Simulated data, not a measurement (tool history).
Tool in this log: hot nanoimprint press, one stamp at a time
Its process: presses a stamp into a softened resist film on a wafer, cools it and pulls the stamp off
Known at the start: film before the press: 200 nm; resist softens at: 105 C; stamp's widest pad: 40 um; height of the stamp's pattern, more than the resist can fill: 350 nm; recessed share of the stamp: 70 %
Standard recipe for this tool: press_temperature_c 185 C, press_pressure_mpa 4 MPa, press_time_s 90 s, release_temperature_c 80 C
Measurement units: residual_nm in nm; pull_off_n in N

run   hour  press_temperature_c  press_pressure_mpa  press_time_s  release_temperature_c  residual_nm  pull_off_n
  1      0                  185                   4            90                     80         88.1         304
  2    9.7                  185                   4            90                     80         87.5         301
  3   17.4                  185                   4            90                     80         87.8         305
      27.9  -- stamp cleaned and given a new release coat
  4   29.3                  185                   4            90                     80         87.2         167
  5   35.6                  185                   4           155                     80         69.4         167
        45  -- plate thermocouple calibrated
  6     45                  185                   4           155                     80         75.4         178
  7   50.6                  185                 4.4            90                     80         90.6         185
  8   58.6                  185                 4.4            90                     80         89.4         179
  9   67.9                  185                 4.4            90                     80         89.7         191
 10     76                  185                 4.4            90                     80         90.2         189
 11   84.5                  180                   4            90                     80        110.4         187
 12   89.5                  180                   4            90                     80        110.2         190
 13   95.5                  180                   4            90                     80        112.9         195
 14  102.1                  180                   4            90                     80        110.9         197
 15    110                  178                   4            90                     80        117.8         209
 16  119.6                  185                4.64            90                     78         87.2         219
 17    128                  196                4.64            90                     78         58.5         226
 18  133.6                  196                5.07            90                     80         55.9         207

What will run 19 give?
 19  142.5                  193                5.07            90                     80            ?           ?

Run 19 yielded residual_nm 62.7 nm, pull_off_n 223 N.
Take away the tool's hidden state, keep the run-to-run variation as it was, and the same run would have given residual_nm 63.3 nm, pull_off_n 179 N.
